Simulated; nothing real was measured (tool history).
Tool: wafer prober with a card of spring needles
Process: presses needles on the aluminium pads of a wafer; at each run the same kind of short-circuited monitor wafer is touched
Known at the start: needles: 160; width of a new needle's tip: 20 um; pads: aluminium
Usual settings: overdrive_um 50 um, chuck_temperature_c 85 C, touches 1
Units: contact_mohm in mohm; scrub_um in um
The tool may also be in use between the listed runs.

Run 1, hour 0.0: usual settings. Result: contact_mohm 281 mohm, scrub_um 10.97 um.
At hour 5.5: tips cleaned on abrasive film.
At hour 19.2: tips cleaned on abrasive film.
At hour 32.8: tips cleaned on abrasive film.
Run 2, hour 37.2: usual settings. Result: contact_mohm 281 mohm, scrub_um 10.89 um.
At hour 45.5: tips cleaned on abrasive film.
At hour 59.1: tips cleaned on abrasive film.
At hour 72.8: tips cleaned on abrasive film.
Run 3, hour 80.8: usual settings but overdrive_um 46 um. Result: contact_mohm 281 mohm, scrub_um 10.08 um.
At hour 86.3: tips cleaned on abrasive film.
At hour 97.3: tips cleaned on abrasive film.
At hour 108.2: tips cleaned on abrasive film.
At hour 111.3: height of the first contact set anew.
At hour 122.2: tips cleaned on abrasive film.
At hour 133.2: tips cleaned on abrasive film.
Run 4, hour 141.9: usual settings. Result: contact_mohm 281 mohm, scrub_um 10.87 um.
At hour 144.7: tips cleaned on abrasive film.
At hour 155.7: tips cleaned on abrasive film.
At hour 166.6: tips cleaned on abrasive film.
Run 5, hour 173.7: usual settings. Result: contact_mohm 282 mohm, scrub_um 10.95 um.
At hour 179.3: tips cleaned on abrasive film.
At hour 190.2: tips cleaned on abrasive film.
At hour 203.9: tips cleaned on abrasive film.
At hour 215.9: tips cleaned on abrasive film.
Run 6, hour 215.9: usual settings but overdrive_um 37 um. Result: contact_mohm 291 mohm, scrub_um 8.11 um.
At hour 226.9: tips cleaned on abrasive film.
At hour 237.8: tips cleaned on abrasive film.
At hour 251.5: tips cleaned on abrasive film.
At hour 262.6: height of the first contact set anew.
At hour 265.4: tips cleaned on abrasive film.
At hour 276.4: tips cleaned on abrasive film.
At hour 288.8: tips cleaned on abrasive film.
Run 7, hour 288.8: usual settings but touches 3. Result: contact_mohm 283 mohm, scrub_um 10.93 um.
At hour 299.7: tips cleaned on abrasive film.
At hour 313.4: tips cleaned on abrasive film.
At hour 327.0: tips cleaned on abrasive film.
At hour 338.0: tips cleaned on abrasive film.
At hour 351.7: tips cleaned on abrasive film.
Run 8, hour 359.7: usual settings. Result: contact_mohm 275 mohm, scrub_um 10.93 um.
At hour 365.3: tips cleaned on abrasive film.
At hour 378.9: tips cleaned on abrasive film.
At hour 392.6: tips cleaned on abrasive film.
At hour 406.3: tips cleaned on abrasive film.
At hour 414.7: height of the first contact set anew.
At hour 417.9: tips cleaned on abrasive film.
Run 9, hour 417.9: usual settings but touches 3. Result: contact_mohm 279 mohm, scrub_um 10.89 um.
At hour 431.5: tips cleaned on abrasive film.
At hour 445.2: tips cleaned on abrasive film.
At hour 458.8: tips cleaned on abrasive film.
Run 10, hour 469.6: usual settings but touches 3. Result: contact_mohm 282 mohm, scrub_um 10.92 um.
At hour 472.4: tips cleaned on abrasive film.
At hour 483.4: tips cleaned on abrasive film.
At hour 497.1: tips cleaned on abrasive film.
At hour 510.7: tips cleaned on abrasive film.
At hour 524.4: tips cleaned on abrasive film.
At hour 535.3: tips cleaned on abrasive film.
Run 11, hour 541.4: usual settings. Result: contact_mohm 282 mohm, scrub_um 10.84 um.
At hour 546.9: tips cleaned on abrasive film.
At hour 557.9: tips cleaned on abrasive film.
At hour 566.3: height of the first contact set anew.
At hour 571.8: tips cleaned on abrasive film.
At hour 582.8: tips cleaned on abrasive film.
At hour 596.4: tips cleaned on abrasive film.
Run 12, hour 598.4: usual settings. Result: contact_mohm 282 mohm, scrub_um 10.84 um.

The next listed run, before its measurement:
At hour 609.4: tips cleaned on abrasive film.
At hour 620.3: tips cleaned on abrasive film.
At hour 634.0: tips cleaned on abrasive film.
At hour 647.7: tips cleaned on abrasive film.
At hour 661.3: tips cleaned on abrasive film.
Run 13, hour 666.6: usual settings but chuck_temperature_c 95 C, touches 2. Result: contact_mohm ?, scrub_um ?.

{"run 13": {"contact_mohm": 281, "scrub_um": 10.89}}
Without the tool's hidden state the same run would have given contact_mohm 280 mohm, scrub_um 10.95 um.
